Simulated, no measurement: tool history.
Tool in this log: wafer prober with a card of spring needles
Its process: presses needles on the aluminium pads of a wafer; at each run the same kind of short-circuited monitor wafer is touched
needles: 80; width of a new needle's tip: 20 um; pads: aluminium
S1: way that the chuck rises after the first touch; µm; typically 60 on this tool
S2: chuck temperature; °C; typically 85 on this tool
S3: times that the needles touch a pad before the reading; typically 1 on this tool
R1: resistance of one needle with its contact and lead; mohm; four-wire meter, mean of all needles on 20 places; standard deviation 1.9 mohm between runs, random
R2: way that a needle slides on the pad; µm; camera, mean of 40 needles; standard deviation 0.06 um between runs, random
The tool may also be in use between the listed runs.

run 1 hour=0.0 | S1=60 S2=85 S3=1 | R1=203 R2=12.69
-- hour=5.5 tips cleaned on abrasive film
-- hour=18.7 tips cleaned on abrasive film
-- hour=31.9 tips cleaned on abrasive film
run 2 hour=39.7 | S1=60 S2=85 S3=1 | R1=204 R2=12.65
-- hour=45.1 tips cleaned on abrasive film
-- hour=58.3 tips cleaned on abrasive film
-- hour=71.5 tips cleaned on abrasive film
-- hour=82.0 tips cleaned on abrasive film
run 3 hour=86.5 | S1=60 S2=85 S3=1 | R1=203 R2=12.74
-- hour=94.5 tips cleaned on abrasive film
-- hour=105.0 tips cleaned on abrasive film
-- hour=118.2 tips cleaned on abrasive film
-- hour=131.0 tips cleaned on abrasive film
run 4 hour=131.0 | S1=60 S2=85 S3=1 | R1=204 R2=12.80
-- hour=144.1 tips cleaned on abrasive film
-- hour=157.2 tips cleaned on abrasive film
-- hour=169.9 tips cleaned on abrasive film
run 5 hour=169.9 | S1=60 S2=85 S3=1 | R1=205 R2=12.76
-- hour=183.1 tips cleaned on abrasive film
-- hour=193.7 tips cleaned on abrasive film
-- hour=206.9 tips cleaned on abrasive film
-- hour=220.1 tips cleaned on abrasive film
run 6 hour=226.4 | S1=60 S2=85 S3=1 | R1=206 R2=12.78
-- hour=231.7 tips cleaned on abrasive film
-- hour=244.7 tips cleaned on abrasive film
-- hour=247.7 height of the first contact set anew
-- hour=258.2 tips cleaned on abrasive film
run 7 hour=265.3 | S1=60 S2=27 S3=1 | R1=191 R2=12.83
-- hour=270.7 tips cleaned on abrasive film
-- hour=283.9 tips cleaned on abrasive film
-- hour=294.5 tips cleaned on abrasive film
-- hour=307.6 tips cleaned on abrasive film
-- hour=320.8 tips cleaned on abrasive film
run 8 hour=323.3 | S1=60 S2=27 S3=1 | R1=190 R2=12.87
-- hour=333.8 tips cleaned on abrasive film
-- hour=347.0 tips cleaned on abrasive film
-- hour=359.0 card fitted with new needles
-- hour=372.2 tips cleaned on abrasive film
-- hour=382.8 tips cleaned on abrasive film
-- hour=395.1 tips cleaned on abrasive film
run 9 hour=395.1 | S1=60 S2=27 S3=1 | R1=188 R2=12.90
-- hour=405.7 tips cleaned on abrasive film
-- hour=418.9 tips cleaned on abrasive film
-- hour=432.1 tips cleaned on abrasive film
run 10 hour=433.4 | S1=60 S2=85 S3=1 | R1=206 R2=12.91
-- hour=444.0 tips cleaned on abrasive film
-- hour=457.2 tips cleaned on abrasive film
run 11 hour=467.0 | S1=54 S2=85 S3=1 | R1=204 R2=11.56
-- hour=469.7 tips cleaned on abrasive film
-- hour=480.3 tips cleaned on abrasive film
-- hour=493.5 tips cleaned on abrasive film
run 12 hour=494.8 | S1=54 S2=85 S3=1 | R1=207 R2=11.65
-- hour=505.4 tips cleaned on abrasive film
-- hour=515.9 tips cleaned on abrasive film
-- hour=529.1 tips cleaned on abrasive film
run 13 hour=538.3 | S1=54 S2=85 S3=1 | R1=205 R2=11.65
-- hour=541.0 tips cleaned on abrasive film
-- hour=554.2 tips cleaned on abrasive film
-- hour=567.3 tips cleaned on abrasive film
run 14 hour=569.9 | S1=54 S2=74 S3=2 | R1=205 R2=11.72
-- hour=580.4 tips cleaned on abrasive film
-- hour=593.6 tips cleaned on abrasive film
-- hour=604.7 tips cleaned on abrasive film
run 15 hour=604.7 | S1=60 S2=26 S3=1 | R1=190 R2=12.89
-- hour=617.9 tips cleaned on abrasive film
-- hour=631.0 tips cleaned on abrasive film
-- hour=633.6 gauge calibrated
-- hour=641.5 tips cleaned on abrasive film
-- hour=644.5 height of the first contact set anew
-- hour=655.0 tips cleaned on abrasive film
run 16 hour=663.6 | S1=60 S2=74 S3=1 | R1=201 R2=12.67
-- hour=666.4 tips cleaned on abrasive film
-- hour=676.9 tips cleaned on abrasive film
-- hour=690.1 tips cleaned on abrasive film
-- hour=703.2 tips cleaned on abrasive film
run 17 hour=706.0 | S1=49 S2=39 S3=3 | R1=195 R2=10.35
-- hour=713.9 tips cleaned on abrasive film
-- hour=727.1 tips cleaned on abrasive film
-- hour=740.3 tips cleaned on abrasive film
run 18 hour=741.8 | S1=54 S2=41 S3=2 | R1=197 R2=11.25
-- hour=752.3 tips cleaned on abrasive film
-- hour=765.5 tips cleaned on abrasive film
-- hour=778.7 tips cleaned on abrasive film
run 19 hour=788.7 | S1=44 S2=85 S3=3 | R1=212 R2=9.32
-- hour=791.4 tips cleaned on abrasive film
-- hour=802.0 tips cleaned on abrasive film
-- hour=815.2 tips cleaned on abrasive film
-- hour=828.1 tips cleaned on abrasive film
run 20 hour=828.1 | S1=44 S2=85 S3=1 | R1=211 R2=9.43
-- hour=841.3 tips cleaned on abrasive film
-- hour=854.5 tips cleaned on abrasive film
-- hour=865.1 tips cleaned on abrasive film
run 21 hour=875.4 | S1=74 S2=73 S3=1 | R1=198 R2=15.82
-- hour=878.1 tips cleaned on abrasive film
-- hour=888.7 tips cleaned on abrasive film
-- hour=901.9 tips cleaned on abrasive film
-- hour=915.1 tips cleaned on abrasive film
-- hour=925.6 tips cleaned on abrasive film
-- hour=931.2 height of the first contact set anew
run 22 hour=934.2 | S1=43 S2=113 S3=1 | R1=220 R2=9.26
-- hour=936.9 tips cleaned on abrasive film
-- hour=947.5 tips cleaned on abrasive film
-- hour=960.7 tips cleaned on abrasive film
-- hour=973.8 tips cleaned on abrasive film
run 23 hour=978.0 | S1=74 S2=86 S3=2 | R1=201 R2=15.94
-- hour=986.0 tips cleaned on abrasive film
-- hour=999.2 tips cleaned on abrasive film
-- hour=1012.4 tips cleaned on abrasive film
-- hour=1025.6 tips cleaned on abrasive film
run 24 hour=1029.3 | S1=42 S2=85 S3=2 | R1=209 R2=9.09
-- hour=1037.2 tips cleaned on abrasive film
-- hour=1047.7 tips cleaned on abrasive film
-- hour=1060.8 tips cleaned on abrasive film
-- hour=1074.0 tips cleaned on abrasive film
-- hour=1087.2 tips cleaned on abrasive film
run 25 hour=1089.2 | S1=49 S2=82 S3=1 | R1=209 R2=10.46

Branching from run 25: 3 alternative next runs. What would each branch give?
-- hour=1099.7 tips cleaned on abrasive film
-- hour=1112.9 tips cleaned on abrasive film
-- hour=1126.1 tips cleaned on abrasive film
-- hour=1139.3 tips cleaned on abrasive film
run A hour=1146.7 | S1=60 S2=85 S3=2 | R1=? R2=?
-- hour=1099.7 tips cleaned on abrasive film
-- hour=1112.9 tips cleaned on abrasive film
-- hour=1126.1 tips cleaned on abrasive film
-- hour=1139.3 tips cleaned on abrasive film
run B hour=1146.7 | S1=49 S2=82 S3=2 | R1=? R2=?
-- hour=1099.7 tips cleaned on abrasive film
-- hour=1112.9 tips cleaned on abrasive film
-- hour=1126.1 tips cleaned on abrasive film
-- hour=1139.3 tips cleaned on abrasive film
run C hour=1146.7 | S1=60 S2=85 S3=1 | R1=? R2=?

run=A R1=202 R2=12.89
run=B R1=209 R2=10.54
run=C R1=205 R2=12.93
What these runs would have given with no unlogged condition in the tool:
run=A R1=202 R2=12.64
run=B R1=208 R2=10.33
run=C R1=204 R2=12.68

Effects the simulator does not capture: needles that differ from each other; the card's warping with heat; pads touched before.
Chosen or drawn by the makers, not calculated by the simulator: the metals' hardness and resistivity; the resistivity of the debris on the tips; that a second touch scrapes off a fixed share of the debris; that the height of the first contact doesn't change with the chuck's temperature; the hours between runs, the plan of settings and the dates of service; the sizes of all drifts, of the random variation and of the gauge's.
